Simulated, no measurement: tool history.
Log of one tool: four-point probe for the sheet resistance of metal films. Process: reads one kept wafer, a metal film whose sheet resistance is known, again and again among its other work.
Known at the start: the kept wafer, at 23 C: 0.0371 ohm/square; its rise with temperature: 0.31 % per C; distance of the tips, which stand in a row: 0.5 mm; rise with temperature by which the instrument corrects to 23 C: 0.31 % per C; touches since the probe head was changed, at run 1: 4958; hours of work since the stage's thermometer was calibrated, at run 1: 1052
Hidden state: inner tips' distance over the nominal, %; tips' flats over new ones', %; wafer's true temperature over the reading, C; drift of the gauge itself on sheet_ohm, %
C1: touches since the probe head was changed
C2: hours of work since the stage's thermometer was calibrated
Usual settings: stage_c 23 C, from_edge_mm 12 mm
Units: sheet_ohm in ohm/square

run 1 hour=0.0 | stage_c=23 from_edge_mm=12 | C1=4958 C2=1052 | sheet_ohm=0.037145
run 2 hour=19.4 | stage_c=23 from_edge_mm=12 | C1=5218 C2=1065 | sheet_ohm=0.037133
run 3 hour=42.1 | stage_c=23 from_edge_mm=12 | C1=5522 C2=1080 | sheet_ohm=0.037129
run 4 hour=64.7 | stage_c=23 from_edge_mm=16 | C1=5825 C2=1095 | sheet_ohm=0.037124
run 5 hour=81.2 | stage_c=23 from_edge_mm=16 | C1=6046 C2=1106 | sheet_ohm=0.037123
run 6 hour=94.0 | stage_c=23 from_edge_mm=37 | C1=6218 C2=1114 | sheet_ohm=0.037111
run 7 hour=108.0 | stage_c=23 from_edge_mm=37 | C1=6405 C2=1123 | sheet_ohm=0.037109
run 8 hour=122.6 | stage_c=23 from_edge_mm=13 | C1=6601 C2=1133 | sheet_ohm=0.037139
run 9 hour=144.7 | stage_c=23 from_edge_mm=13 | C1=6897 C2=1147 | sheet_ohm=0.037133
run 10 hour=159.7 | stage_c=20 from_edge_mm=12 | C1=7097 C2=1157 | sheet_ohm=0.037147
run 11 hour=174.6 | stage_c=20 from_edge_mm=12 | C1=7298 C2=1167 | sheet_ohm=0.037145
run 12 hour=189.5 | stage_c=20 from_edge_mm=12 | C1=7498 C2=1177 | sheet_ohm=0.037153
run 13 hour=200.1 | stage_c=21 from_edge_mm=22 | C1=7639 C2=1183 | sheet_ohm=0.037118
run 14 hour=211.3 | stage_c=19 from_edge_mm=11 | C1=7789 C2=1191 | sheet_ohm=0.037156
run 15 hour=221.9 | stage_c=19 from_edge_mm=11 | C1=7932 C2=1198 | sheet_ohm=0.037164
run 16 hour=241.4 | stage_c=25 from_edge_mm=11 | C1=8193 C2=1211 | sheet_ohm=0.037138
run 17 hour=253.2 | stage_c=32 from_edge_mm=34 | C1=8351 C2=1218 | sheet_ohm=0.037087
run 18 hour=273.8 | stage_c=27 from_edge_mm=4 | C1=8627 C2=1232 | sheet_ohm=0.037408
run 19 hour=292.3 | stage_c=28 from_edge_mm=6 | C1=8874 C2=1244 | sheet_ohm=0.037225
run 20 hour=302.7 | stage_c=20 from_edge_mm=4 | C1=9015 C2=1251 | sheet_ohm=0.037421
run 21 hour=317.0 | stage_c=20 from_edge_mm=4 | C1=9206 C2=1260 | sheet_ohm=0.037426
run 22 hour=334.1 | stage_c=23 from_edge_mm=18 | C1=9435 C2=1271 | sheet_ohm=0.037116

Forecast each of these 3 alternatives for the next run:
run A hour=351.4 | stage_c=31 from_edge_mm=18 | C1=9666 C2=1283 | sheet_ohm=?
run B hour=351.4 | stage_c=29 from_edge_mm=12 | C1=9666 C2=1283 | sheet_ohm=?
run C hour=351.4 | stage_c=27 from_edge_mm=67 | C1=9666 C2=1283 | sheet_ohm=?

run=A sheet_ohm=0.037090
run=B sheet_ohm=0.037116
run=C sheet_ohm=0.037093
Without the tool's hidden state the same runs would have given:
run=A sheet_ohm=0.037087
run=B sheet_ohm=0.037113
run=C sheet_ohm=0.037089

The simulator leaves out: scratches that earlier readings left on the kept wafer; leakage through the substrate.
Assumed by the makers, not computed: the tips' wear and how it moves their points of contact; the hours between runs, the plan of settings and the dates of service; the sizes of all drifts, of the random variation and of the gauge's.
